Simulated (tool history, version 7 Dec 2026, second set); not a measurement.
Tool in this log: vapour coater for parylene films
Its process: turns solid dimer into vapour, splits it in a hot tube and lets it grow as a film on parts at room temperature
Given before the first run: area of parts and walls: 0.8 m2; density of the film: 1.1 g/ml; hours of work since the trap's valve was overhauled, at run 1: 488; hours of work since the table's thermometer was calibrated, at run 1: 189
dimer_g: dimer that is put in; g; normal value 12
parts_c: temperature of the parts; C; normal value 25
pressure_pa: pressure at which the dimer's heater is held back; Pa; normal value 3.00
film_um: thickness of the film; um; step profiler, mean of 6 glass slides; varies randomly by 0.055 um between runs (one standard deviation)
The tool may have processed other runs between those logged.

run   hour  dimer_g  parts_c  pressure_pa  hours of work since the trap's valve was overhauled  hours of work since the table's thermometer was calibrated  film_um
  1    0.0       12       25         3.00                                                  488                                                         189     7.99
  2    9.4       12       25         3.00                                                  496                                                         196     7.81
  3   17.2       12       25         3.00                                                  502                                                         203     7.90
  4   30.9       12       25         3.00                                                  513                                                         214     7.86
  5   42.8       12       25         3.00                                                  523                                                         224     7.90
  6   52.6       12       25         3.00                                                  531                                                         232     7.96
  7   63.9       12       25         3.00                                                  540                                                         241     7.91
  8   79.9       18       25         3.00                                                  554                                                         254    11.71
  9   89.6       12       24         3.00                                                  562                                                         262     7.92
 10  104.7       12       20         3.00                                                  574                                                         275     8.52
 11  115.1       12       20         3.00                                                  583                                                         284     8.53
 12  126.6       12       20         3.00                                                  592                                                         293     8.48
 13  138.7       12       20         3.00                                                  602                                                         303     8.49
 14  147.7       12       18         3.00                                                  610                                                         310     8.80
 15  159.2       12       25         2.60                                                  619                                                         320     7.87
 16  172.7        7       18         5.34                                                  630                                                         331     4.94
 17  179.7        7       26         5.34                                                  636                                                         337     4.24
 18  188.6        7       17         5.34                                                  643                                                         344     4.97
 19  201.5        7       17         3.02                                                  654                                                         355     5.20
 20  209.7       15       24         3.02                                                  661                                                         362     9.65
 21  225.4       15       24         3.02                                                  674                                                         375     9.69
 22  237.3       16       21         3.02                                                  684                                                         384    10.94
     246.7  -- trap's valve overhauled
 23  247.9       16       21         3.02                                                    1                                                         390    12.00
 24  261.5       10       23         6.63                                                   12                                                         401     6.98
 25  268.1       19       25        11.25                                                   18                                                         407    12.32
 26  283.8       11       36         5.14                                                   31                                                         419     6.12

The next listed run, before its measurement:
 27  290.3       12       30         3.00                                                   36                                                         425        ?

{"run 27": {"film_um": 7.73}}
Had the tool carried no hidden state, the very same run would have given film_um 7.80 um.
